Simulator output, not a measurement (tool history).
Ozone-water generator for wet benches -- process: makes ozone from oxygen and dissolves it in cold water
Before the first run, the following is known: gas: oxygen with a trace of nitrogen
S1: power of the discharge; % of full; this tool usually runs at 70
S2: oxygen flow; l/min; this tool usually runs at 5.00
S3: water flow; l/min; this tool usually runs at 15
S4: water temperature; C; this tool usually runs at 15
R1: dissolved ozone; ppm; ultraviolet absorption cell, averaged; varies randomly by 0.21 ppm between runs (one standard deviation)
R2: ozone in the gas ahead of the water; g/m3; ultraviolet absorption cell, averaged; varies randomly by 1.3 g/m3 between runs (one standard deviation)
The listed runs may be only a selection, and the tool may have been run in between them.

run 1 hour=0.0 | S1=70 S2=5.00 S3=15 S4=15 | R1=29.6 R2=237.3
run 2 hour=57.6 | S1=70 S2=5.00 S3=15 S4=15 | R1=29.8 R2=233.8
run 3 hour=140.7 | S1=70 S2=5.00 S3=15 S4=15 | R1=29.7 R2=234.5
run 4 hour=187.7 | S1=70 S2=5.00 S3=15 S4=15 | R1=30.0 R2=236.9
run 5 hour=255.7 | S1=70 S2=5.00 S3=15 S4=15 | R1=29.6 R2=234.8
run 6 hour=303.5 | S1=70 S2=5.00 S3=15 S4=15 | R1=29.8 R2=235.9
run 7 hour=363.6 | S1=70 S2=5.00 S3=15 S4=15 | R1=29.8 R2=235.6
run 8 hour=403.3 | S1=70 S2=5.00 S3=15 S4=15 | R1=30.1 R2=232.7
run 9 hour=488.0 | S1=70 S2=5.00 S3=15 S4=15 | R1=29.8 R2=232.5
run 10 hour=557.5 | S1=70 S2=5.00 S3=15 S4=15 | R1=29.8 R2=234.7
run 11 hour=630.3 | S1=70 S2=5.00 S3=15 S4=15 | R1=29.4 R2=232.7
run 12 hour=688.4 | S1=70 S2=6.75 S3=15 S4=15 | R1=28.9 R2=195.9
run 13 hour=775.3 | S1=70 S2=5.00 S3=15 S4=15 | R1=29.7 R2=232.8
run 14 hour=815.9 | S1=70 S2=5.00 S3=15 S4=15 | R1=29.8 R2=233.3
run 15 hour=892.0 | S1=70 S2=5.00 S3=15 S4=15 | R1=29.3 R2=233.2
run 16 hour=976.4 | S1=70 S2=8.40 S3=15 S4=15 | R1=27.4 R2=170.3
run 17 hour=1071.4 | S1=70 S2=5.00 S3=15 S4=9 | R1=32.0 R2=231.1
run 18 hour=1115.4 | S1=70 S2=5.65 S3=24 S4=11 | R1=20.5 R2=216.3
run 19 hour=1160.2 | S1=70 S2=2.64 S3=22 S4=11 | R1=20.4 R2=333.1
run 20 hour=1254.4 | S1=70 S2=5.00 S3=15 S4=10 | R1=31.7 R2=230.8
run 21 hour=1299.1 | S1=70 S2=5.00 S3=15 S4=10 | R1=31.4 R2=231.0
run 22 hour=1376.3 | S1=86 S2=5.44 S3=11 S4=16 | R1=42.0 R2=259.2
run 23 hour=1448.5 | S1=49 S2=3.49 S3=19 S4=12 | R1=18.3 R2=212.8
run 24 hour=1509.4 | S1=42 S2=3.81 S3=15 S4=10 | R1=20.9 R2=179.5
run 25 hour=1571.6 | S1=64 S2=5.94 S3=15 S4=9 | R1=29.6 R2=192.0
run 26 hour=1667.2 | S1=70 S2=5.05 S3=15 S4=15 | R1=29.0 R2=230.6
run 27 hour=1739.3 | S1=57 S2=5.05 S3=15 S4=15 | R1=24.8 R2=194.9
run 28 hour=1816.5 | S1=62 S2=5.01 S3=15 S4=15 | R1=26.0 R2=206.9
run 29 hour=1885.4 | S1=55 S2=5.00 S3=19 S4=15 | R1=19.4 R2=188.9
run 30 hour=1976.4 | S1=45 S2=5.00 S3=17 S4=15 | R1=18.5 R2=160.3
run 31 hour=2049.7 | S1=45 S2=5.00 S3=17 S4=15 | R1=18.2 R2=158.2
run 32 hour=2111.9 | S1=70 S2=5.00 S3=15 S4=8 | R1=32.0 R2=229.8
run 33 hour=2200.1 | S1=70 S2=5.00 S3=15 S4=8 | R1=32.2 R2=226.9

Some steps in R1, run to run, broken into two amounts with sign: the step expected even without the hidden condition (settings, incoming material, random variation), and the rest, left for the hidden condition together with whatever gauge scatter is not in both the measured and the hidden-condition-free result:
Hidden state present: yield of the discharge, % of new electrodes'; contactor's efficiency, % of a clean one's; true water temperature over the reading, C; drift of the gauge itself on ozone_ppm, %; drift of the gauge itself on gas_g_m3, %.
Run 17 -> 18: S2 5.00 -> 5.65, S3 15 -> 24, S4 9 -> 11. R1 -11.5 ppm: hidden state +0.5, all else -12.0.
Run 21 -> 22: S1 70 -> 86, S2 5.00 -> 5.44, S3 15 -> 11, S4 10 -> 16. R1 +10.6 ppm: hidden state -0.8, all else +11.4.
Run 22 -> 23: S1 86 -> 49, S2 5.44 -> 3.49, S3 11 -> 19, S4 16 -> 12. R1 -23.7 ppm: hidden state +1.7, all else -25.4.
Run 31 -> 32: S1 45 -> 70, S3 17 -> 15, S4 15 -> 8. R1 +13.8 ppm: hidden state -1.4, all else +15.2.

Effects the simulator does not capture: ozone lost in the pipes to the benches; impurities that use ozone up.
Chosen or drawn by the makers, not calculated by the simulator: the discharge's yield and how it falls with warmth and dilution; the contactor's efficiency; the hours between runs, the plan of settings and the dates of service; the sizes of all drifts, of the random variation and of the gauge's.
